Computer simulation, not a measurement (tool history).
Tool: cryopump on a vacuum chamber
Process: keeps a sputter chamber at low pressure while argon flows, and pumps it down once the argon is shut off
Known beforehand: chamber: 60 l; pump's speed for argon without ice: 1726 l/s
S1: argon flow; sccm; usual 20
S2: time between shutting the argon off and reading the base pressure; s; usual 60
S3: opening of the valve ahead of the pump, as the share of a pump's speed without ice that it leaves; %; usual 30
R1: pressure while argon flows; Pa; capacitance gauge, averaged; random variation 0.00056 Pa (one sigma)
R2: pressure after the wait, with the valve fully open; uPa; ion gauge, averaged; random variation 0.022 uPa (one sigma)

Run 1, hour 0.0: usual settings. Result: R1 0.0698 Pa, R2 1.07 uPa.
Run 2, hour 42.9: usual settings. Result: R1 0.0700 Pa, R2 1.02 uPa.
Run 3, hour 66.2: usual settings. Result: R1 0.0714 Pa, R2 1.05 uPa.
At hour 81.5: pump warmed up, emptied and cooled again.
Run 4, hour 115.8: usual settings. Result: R1 0.0662 Pa, R2 0.91 uPa.
Run 5, hour 143.7: usual settings. Result: R1 0.0651 Pa, R2 0.93 uPa.
Run 6, hour 164.3: usual settings. Result: R1 0.0661 Pa, R2 0.93 uPa.
Run 7, hour 186.1: usual settings. Result: R1 0.0666 Pa, R2 0.97 uPa.
Run 8, hour 216.6: usual settings but S1 29 sccm. Result: R1 0.0957 Pa, R2 1.00 uPa.
Run 9, hour 261.6: usual settings but S2 98 s, S3 35 %. Result: R1 0.0571 Pa, R2 0.81 uPa.
Run 10, hour 294.3: usual settings but S2 86 s, S3 25 %. Result: R1 0.0790 Pa, R2 0.83 uPa.
Run 11, hour 321.2: usual settings but S2 130 s. Result: R1 0.0661 Pa, R2 0.73 uPa.
Run 12, hour 358.7: usual settings but S1 16 sccm, S2 268 s, S3 45 %. Result: R1 0.0353 Pa, R2 0.60 uPa.
Run 13, hour 388.4: usual settings but S1 16 sccm, S2 268 s, S3 45 %. Result: R1 0.0356 Pa, R2 0.64 uPa.
Run 14, hour 410.0: usual settings but S1 16 sccm, S2 268 s, S3 45 %. Result: R1 0.0353 Pa, R2 0.65 uPa.

Each row is a separate what-if for the run after 14, all from the same tool condition, not one after another. Results?
Run A, hour 433.9: usual settings but S1 40 sccm, S2 64 s, S3 48 %. Result: R1 ?, R2 ?.
Run B, hour 433.9: usual settings but S1 16 sccm, S2 83 s, S3 45 %. Result: R1 ?, R2 ?.
Run C, hour 433.9: usual settings but S1 9 sccm, S2 40 s. Result: R1 ?, R2 ?.
Run D, hour 433.9: usual settings but S3 43 %. Result: R1 ?, R2 ?.
Run E, hour 433.9: usual settings but S1 15 sccm, S2 228 s, S3 45 %. Result: R1 ?, R2 ?.

run      R1    R2
  A  0.0840  1.00
  B  0.0356  0.90
  C  0.0302  1.20
  D  0.0469  1.02
  E  0.0338  0.66
With no hidden state in the tool, these same runs would have given:
run      R1    R2
  A  0.0819  0.60
  B  0.0347  0.52
  C  0.0297  0.81
  D  0.0458  0.63
  E  0.0330  0.27

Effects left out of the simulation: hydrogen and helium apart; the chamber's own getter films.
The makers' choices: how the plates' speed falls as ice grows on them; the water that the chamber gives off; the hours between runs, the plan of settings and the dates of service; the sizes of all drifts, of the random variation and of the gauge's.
